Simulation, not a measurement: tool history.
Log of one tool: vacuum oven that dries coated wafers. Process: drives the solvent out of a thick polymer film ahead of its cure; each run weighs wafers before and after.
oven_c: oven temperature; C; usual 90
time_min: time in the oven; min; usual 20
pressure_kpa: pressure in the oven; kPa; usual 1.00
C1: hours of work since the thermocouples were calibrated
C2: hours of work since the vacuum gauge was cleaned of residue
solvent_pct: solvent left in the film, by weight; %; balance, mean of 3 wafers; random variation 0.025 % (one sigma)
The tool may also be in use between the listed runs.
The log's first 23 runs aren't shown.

{"run": 24, "day": 16.888, "oven_c": 88, "time_min": 14, "pressure_kpa": 2.26, "C1": 342, "C2": 722, "solvent_pct": 6.39}
{"run": 25, "day": 17.75, "oven_c": 88, "time_min": 14, "pressure_kpa": 2.26, "C1": 356, "C2": 736, "solvent_pct": 6.41}
{"day": 17.908, "done": "oven's thermocouples calibrated"}
{"run": 26, "day": 18.779, "oven_c": 88, "time_min": 14, "pressure_kpa": 2.26, "C1": 14, "C2": 752, "solvent_pct": 6.43}
{"run": 27, "day": 19.342, "oven_c": 93, "time_min": 20, "pressure_kpa": 1.0, "C1": 24, "C2": 761, "solvent_pct": 2.87}
{"run": 28, "day": 19.783, "oven_c": 90, "time_min": 20, "pressure_kpa": 1.58, "C1": 31, "C2": 768, "solvent_pct": 4.2}
{"run": 29, "day": 20.671, "oven_c": 90, "time_min": 20, "pressure_kpa": 1.58, "C1": 45, "C2": 783, "solvent_pct": 4.17}
{"run": 30, "day": 21.512, "oven_c": 104, "time_min": 26, "pressure_kpa": 2.05, "C1": 59, "C2": 796, "solvent_pct": 2.31}
{"run": 31, "day": 22.25, "oven_c": 100, "time_min": 20, "pressure_kpa": 2.72, "C1": 71, "C2": 809, "solvent_pct": 3.76}
{"run": 32, "day": 22.95, "oven_c": 95, "time_min": 29, "pressure_kpa": 0.66, "C1": 83, "C2": 820, "solvent_pct": 1.56}
{"day": 23.254, "done": "oven's thermocouples calibrated, once more"}
{"run": 33, "day": 23.45, "oven_c": 95, "time_min": 29, "pressure_kpa": 0.66, "C1": 3, "C2": 827, "solvent_pct": 1.59}
{"run": 34, "day": 24.196, "oven_c": 90, "time_min": 13, "pressure_kpa": 2.52, "C1": 15, "C2": 839, "solvent_pct": 6.52}
{"run": 35, "day": 25.158, "oven_c": 90, "time_min": 13, "pressure_kpa": 2.52, "C1": 31, "C2": 855, "solvent_pct": 6.51}
{"run": 36, "day": 25.875, "oven_c": 94, "time_min": 18, "pressure_kpa": 2.52, "C1": 43, "C2": 867, "solvent_pct": 4.86}

4 ways to go on from here, each from the tool as it stands after run 36. What would each give?
{"run": "A", "day": 26.642, "oven_c": 84, "time_min": 12, "pressure_kpa": 2.64, "C1": 55, "C2": 879, "solvent_pct": "?"}
{"run": "B", "day": 26.642, "oven_c": 90, "time_min": 20, "pressure_kpa": 2.38, "C1": 55, "C2": 879, "solvent_pct": "?"}
{"run": "C", "day": 26.642, "oven_c": 83, "time_min": 20, "pressure_kpa": 1.0, "C1": 55, "C2": 879, "solvent_pct": "?"}
{"run": "D", "day": 26.642, "oven_c": 100, "time_min": 18, "pressure_kpa": 1.29, "C1": 55, "C2": 879, "solvent_pct": "?"}

run=A solvent_pct=8.30
run=B solvent_pct=5.39
run=C solvent_pct=4.83
run=D solvent_pct=2.52
Without the tool's hidden state the same runs would have given:
run=A solvent_pct=8.04
run=B solvent_pct=5.10
run=C solvent_pct=4.46
run=D solvent_pct=2.29

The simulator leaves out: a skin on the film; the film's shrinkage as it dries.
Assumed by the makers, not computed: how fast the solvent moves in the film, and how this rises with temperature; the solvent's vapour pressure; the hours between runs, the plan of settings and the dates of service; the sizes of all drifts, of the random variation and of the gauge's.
